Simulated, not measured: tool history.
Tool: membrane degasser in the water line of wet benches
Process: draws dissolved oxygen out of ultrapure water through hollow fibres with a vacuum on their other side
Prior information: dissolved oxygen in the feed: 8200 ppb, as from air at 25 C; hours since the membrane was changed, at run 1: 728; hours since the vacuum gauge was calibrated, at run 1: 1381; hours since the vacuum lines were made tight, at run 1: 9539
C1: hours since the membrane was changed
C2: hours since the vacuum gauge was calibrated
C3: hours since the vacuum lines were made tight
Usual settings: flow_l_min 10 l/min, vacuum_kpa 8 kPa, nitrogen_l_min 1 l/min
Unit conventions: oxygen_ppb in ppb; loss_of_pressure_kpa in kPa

Run 1, hour 0: usual settings; C1 728; C2 1381; C3 9539. Result: oxygen_ppb 233.7 ppb, loss_of_pressure_kpa 69.77 kPa.
Run 2, hour 194.4: usual settings; C1 922; C2 1575; C3 9733. Result: oxygen_ppb 241 ppb, loss_of_pressure_kpa 70.09 kPa.
Run 3, hour 393.3: usual settings but nitrogen_l_min 2.05 l/min; C1 1121; C2 1774; C3 9932. Result: oxygen_ppb 182.8 ppb, loss_of_pressure_kpa 69.74 kPa.
Run 4, hour 611.7: usual settings but nitrogen_l_min 2.05 l/min; C1 1340; C2 1992; C3 10150. Result: oxygen_ppb 180.4 ppb, loss_of_pressure_kpa 70.1 kPa.
Run 5, hour 736.8: usual settings but nitrogen_l_min 2.05 l/min; C1 1465; C2 2117; C3 10275. Result: oxygen_ppb 180.3 ppb, loss_of_pressure_kpa 69.73 kPa.
Run 6, hour 942.1: usual settings; C1 1670; C2 2323; C3 10481. Result: oxygen_ppb 242.4 ppb, loss_of_pressure_kpa 70.81 kPa.
Run 7, hour 1154.7: usual settings; C1 1883; C2 2535; C3 10693. Result: oxygen_ppb 241.3 ppb, loss_of_pressure_kpa 70.15 kPa.
Run 8, hour 1311.7: usual settings; C1 2040; C2 2692; C3 10850. Result: oxygen_ppb 242.5 ppb, loss_of_pressure_kpa 70.25 kPa.
Run 9, hour 1509.6: usual settings; C1 2238; C2 2890; C3 11048. Result: oxygen_ppb 243.5 ppb, loss_of_pressure_kpa 70.15 kPa.
Run 10, hour 1646.9: usual settings; C1 2375; C2 3028; C3 11186. Result: oxygen_ppb 245.6 ppb, loss_of_pressure_kpa 70.31 kPa.
Run 11, hour 1854.2: usual settings; C1 2582; C2 3235; C3 11393. Result: oxygen_ppb 243.4 ppb, loss_of_pressure_kpa 70.68 kPa.
Run 12, hour 1972.4: usual settings; C1 2700; C2 3353; C3 11511. Result: oxygen_ppb 243.7 ppb, loss_of_pressure_kpa 70.59 kPa.
Run 13, hour 2199: usual settings but flow_l_min 8 l/min; C1 2927; C2 3580; C3 11738. Result: oxygen_ppb 183 ppb, loss_of_pressure_kpa 56.45 kPa.
Run 14, hour 2357.4: usual settings; C1 3085; C2 3738; C3 11896. Result: oxygen_ppb 245.9 ppb, loss_of_pressure_kpa 70.29 kPa.
Run 15, hour 2493.8: usual settings; C1 3222; C2 3874; C3 12032. Result: oxygen_ppb 246.5 ppb, loss_of_pressure_kpa 70.85 kPa.
Run 16, hour 2723.1: usual settings; C1 3451; C2 4104; C3 12262. Result: oxygen_ppb 246.3 ppb, loss_of_pressure_kpa 70.91 kPa.
At hour 2813.7: seals of the vacuum lines changed.
Run 17, hour 2964.9: usual settings but nitrogen_l_min 1.63 l/min; C1 3691; C2 4343; C3 151. Result: oxygen_ppb 202.8 ppb, loss_of_pressure_kpa 70.55 kPa.
Run 18, hour 3180.2: usual settings but flow_l_min 8 l/min, nitrogen_l_min 1.63 l/min; C1 3906; C2 4559; C3 367. Result: oxygen_ppb 144.8 ppb, loss_of_pressure_kpa 56.64 kPa.
Run 19, hour 3419.1: usual settings but vacuum_kpa 7.87 kPa; C1 4145; C2 4798; C3 605. Result: oxygen_ppb 244.1 ppb, loss_of_pressure_kpa 71.15 kPa.
Run 20, hour 3663.3: usual settings but vacuum_kpa 7.87 kPa; C1 4389; C2 5042; C3 850. Result: oxygen_ppb 243.4 ppb, loss_of_pressure_kpa 71.53 kPa.
Run 21, hour 3785.6: usual settings but vacuum_kpa 12.78 kPa, nitrogen_l_min 2.52 l/min; C1 4512; C2 5164; C3 972. Result: oxygen_ppb 223.6 ppb, loss_of_pressure_kpa 71.52 kPa.
Run 22, hour 3977.4: usual settings but vacuum_kpa 7.75 kPa; C1 4703; C2 5356; C3 1164. Result: oxygen_ppb 242.6 ppb, loss_of_pressure_kpa 71.41 kPa.
At hour 3990.2: vacuum gauge calibrated.
Run 23, hour 4185.9: usual settings but flow_l_min 9 l/min, nitrogen_l_min 0.52 l/min; C1 4911; C2 196; C3 1372. Result: oxygen_ppb 305.4 ppb, loss_of_pressure_kpa 63.94 kPa.
Run 24, hour 4347.7: usual settings but flow_l_min 8 l/min, vacuum_kpa 16.05 kPa, nitrogen_l_min 1.38 l/min; C1 5073; C2 357; C3 1533. Result: oxygen_ppb 269.4 ppb, loss_of_pressure_kpa 56.71 kPa.
Run 25, hour 4511.2: usual settings but flow_l_min 9 l/min, vacuum_kpa 19.22 kPa, nitrogen_l_min 0.8 l/min; C1 5237; C2 521; C3 1697. Result: oxygen_ppb 516.8 ppb, loss_of_pressure_kpa 64.54 kPa.
Run 26, hour 4718.3: usual settings but flow_l_min 9 l/min, vacuum_kpa 19.22 kPa, nitrogen_l_min 0.8 l/min; C1 5444; C2 728; C3 1904. Result: oxygen_ppb 524.6 ppb, loss_of_pressure_kpa 64.07 kPa.
Run 27, hour 4944.6: usual settings but flow_l_min 9 l/min, vacuum_kpa 19.22 kPa, nitrogen_l_min 0.52 l/min; C1 5670; C2 954; C3 2130. Result: oxygen_ppb 706.8 ppb, loss_of_pressure_kpa 64.34 kPa.
Run 28, hour 5145.7: usual settings but flow_l_min 9 l/min, vacuum_kpa 19.22 kPa, nitrogen_l_min 0.52 l/min; C1 5871; C2 1155; C3 2332. Result: oxygen_ppb 707.9 ppb, loss_of_pressure_kpa 64.44 kPa.
Run 29, hour 5321.2: usual settings but flow_l_min 9 l/min, vacuum_kpa 19.22 kPa, nitrogen_l_min 0.52 l/min; C1 6047; C2 1331; C3 2507. Result: oxygen_ppb 704.4 ppb, loss_of_pressure_kpa 64.28 kPa.
At hour 5352.5: vacuum gauge calibrated, once more.
Run 30, hour 5430.6: usual settings but flow_l_min 9 l/min, vacuum_kpa 19.22 kPa, nitrogen_l_min 2.1 l/min; C1 6156; C2 78; C3 2616. Result: oxygen_ppb 276.8 ppb, loss_of_pressure_kpa 64.86 kPa.
Run 31, hour 5655.1: usual settings but flow_l_min 9 l/min, vacuum_kpa 19.22 kPa, nitrogen_l_min 2.1 l/min; C1 6380; C2 303; C3 2840. Result: oxygen_ppb 279.5 ppb, loss_of_pressure_kpa 64.58 kPa.
Run 32, hour 5862.4: usual settings but nitrogen_l_min 2.64 l/min; C1 6587; C2 510; C3 3048. Result: oxygen_ppb 183.7 ppb, loss_of_pressure_kpa 71.29 kPa.

Branching from run 32: 4 alternative next runs. What would each branch give?
Run A, hour 6088: usual settings but nitrogen_l_min 1.93 l/min; C1 6813; C2 735; C3 3273. Result: oxygen_ppb ?, loss_of_pressure_kpa ?.
Run B, hour 6088: usual settings but flow_l_min 6 l/min, vacuum_kpa 18.76 kPa, nitrogen_l_min 1.3 l/min; C1 6813; C2 735; C3 3273. Result: oxygen_ppb ?, loss_of_pressure_kpa ?.
Run C, hour 6088: usual settings but vacuum_kpa 8.75 kPa, nitrogen_l_min 2.05 l/min; C1 6813; C2 735; C3 3273. Result: oxygen_ppb ?, loss_of_pressure_kpa ?.
Run D, hour 6088: usual settings but flow_l_min 9 l/min, vacuum_kpa 7.76 kPa, nitrogen_l_min 0.61 l/min; C1 6813; C2 735; C3 3273. Result: oxygen_ppb ?, loss_of_pressure_kpa ?.

run  oxygen_ppb  loss_of_pressure_kpa
  A       197.8                 72.21
  B       228.7                 43.27
  C       202.8                 72.11
  D         265                  64.9
With no hidden state in the tool, these same runs would have given:
run  oxygen_ppb  loss_of_pressure_kpa
  A       177.6                 69.76
  B       212.6                  41.8
  C       182.5                 69.66
  D       245.3                 62.68

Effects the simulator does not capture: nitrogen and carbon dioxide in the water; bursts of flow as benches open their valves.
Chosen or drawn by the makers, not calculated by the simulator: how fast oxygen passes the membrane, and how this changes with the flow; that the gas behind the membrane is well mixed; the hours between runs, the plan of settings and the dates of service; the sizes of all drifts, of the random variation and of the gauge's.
